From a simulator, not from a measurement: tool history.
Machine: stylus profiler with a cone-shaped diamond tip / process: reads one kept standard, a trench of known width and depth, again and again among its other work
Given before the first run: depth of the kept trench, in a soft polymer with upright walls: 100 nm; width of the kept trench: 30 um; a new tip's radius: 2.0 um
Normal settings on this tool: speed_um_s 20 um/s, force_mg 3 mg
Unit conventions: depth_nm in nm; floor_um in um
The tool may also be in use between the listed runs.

| run | hour | speed_um_s | force_mg | depth_nm | floor_um |
|---|---|---|---|---|---|
| 1 | 0 | 20 | 3 | 102.02 | 28.2 |
| 2 | 60.2 | 20 | 3 | 102.1 | 28.16 |
| 3 | 103.3 | 25 | 3 | 102.06 | 28.17 |
| 4 | 199.4 | 25 | 3.65 | 102.35 | 28.12 |
| 5 | 292.9 | 25 | 3.65 | 102.31 | 28.13 |
|  | 334.4 | height scale calibrated on a step standard |
| 6 | 377.1 | 20 | 3 | 101.63 | 28.18 |
| 7 | 477 | 17 | 3 | 101.62 | 28.12 |
| 8 | 550.7 | 36 | 3 | 101.58 | 27.97 |
| 9 | 605.9 | 14 | 3 | 101.63 | 28.12 |
| 10 | 682.1 | 20 | 3.91 | 101.94 | 28.08 |
| 11 | 782.4 | 20 | 3 | 101.66 | 28.05 |
| 12 | 827.2 | 10 | 3 | 101.73 | 28.09 |
| 13 | 912.4 | 10 | 3 | 101.7 | 28.1 |
| 14 | 958.6 | 10 | 3 | 101.68 | 28.12 |
| 15 | 1055.4 | 21 | 7.24 | 102.95 | 28.1 |
| 16 | 1153.3 | 21 | 7.24 | 102.97 | 28.03 |
| 17 | 1242.6 | 22 | 1.42 | 101.19 | 27.99 |
| 18 | 1306.5 | 52 | 2.57 | 101.63 | 27.8 |
| 19 | 1355.3 | 52 | 2.57 | 101.6 | 27.79 |
|  | 1373.8 | new tip fitted, height scale calibrated |
| 20 | 1404.1 | 18 | 4.14 | 102 | 28.74 |
| 21 | 1459.3 | 20 | 2.32 | 101.33 | 28.61 |
| 22 | 1553.3 | 20 | 2.32 | 101.33 | 28.6 |
| 23 | 1598.7 | 11 | 8.96 | 103.25 | 28.68 |
| 24 | 1665.2 | 11 | 8.96 | 103.25 | 28.7 |
| 25 | 1723.5 | 20 | 1.87 | 101.19 | 28.59 |
| 26 | 1807.8 | 20 | 1.87 | 101.17 | 28.59 |

Branching from run 26: 3 alternative next runs. What would each branch give?
| A | 1913 | 8 | 5.11 | ? | ? |
| B | 1913 | 30 | 3.45 | ? | ? |
| C | 1913 | 20 | 2.21 | ? | ? |

| run | depth_nm | floor_um |
|---|---|---|
| A | 102.27 | 28.62 |
| B | 101.77 | 28.5 |
| C | 101.32 | 28.53 |
Without the tool's unlogged condition, the same runs would have read:
| run | depth_nm | floor_um |
|---|---|---|
| A | 102.17 | 28.69 |
| B | 101.67 | 28.57 |
| C | 101.22 | 28.6 |

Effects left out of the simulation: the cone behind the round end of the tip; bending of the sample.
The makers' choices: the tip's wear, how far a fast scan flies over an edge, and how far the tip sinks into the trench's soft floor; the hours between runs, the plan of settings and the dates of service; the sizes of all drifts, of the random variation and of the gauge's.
